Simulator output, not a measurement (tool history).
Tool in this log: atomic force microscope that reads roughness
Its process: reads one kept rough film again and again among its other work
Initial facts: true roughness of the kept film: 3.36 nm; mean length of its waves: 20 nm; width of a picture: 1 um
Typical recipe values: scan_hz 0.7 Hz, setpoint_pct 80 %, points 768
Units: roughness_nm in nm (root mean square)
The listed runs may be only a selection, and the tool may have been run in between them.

run	hour	scan_hz	setpoint_pct	points	roughness_nm
1	0	0.7	80	768	1.824
2	12.9	0.7	80	768	1.786
3	34.4	0.7	80	768	1.714
4	45.8	0.7	80	768	1.692
5	67.7	0.7	89	768	1.585
# hour 85.9: new tip fitted
6	89.4	0.7	89	768	2.305
7	107.9	0.7	89	768	2.21
8	128.7	0.7	89	768	2.107
9	138.6	0.7	89	768	2.075
10	149.4	0.7	89	768	2.028
11	166.5	0.7	64	768	2.066
12	176.4	0.7	67	596	2.01
13	200.3	0.7	67	596	1.94
14	219.8	3.828	58	293	1.742
15	239	0.508	78	638	1.792
16	252.1	0.572	80	768	1.741
17	262.3	0.712	59	349	1.734
18	275.9	2.649	80	857	1.461
19	285.9	0.7	82	340	1.591
# hour 297.4: new tip fitted
20	303.7	0.7	82	340	2.296
21	325.1	1.506	80	775	2.1
22	336.7	0.7	80	826	2.198

What if the next run were any one of these 3? Each begins from the tool's condition after run 22:
A	348.2	1.276	66	452	?
B	348.2	1.726	80	941	?
C	348.2	0.7	78	768	?

run	roughness_nm
A	2.129
B	1.99
C	2.13
With the hidden condition removed and each run's random variation left untouched, the same runs would have given:
run	roughness_nm
A	2.388
B	2.231
C	2.388
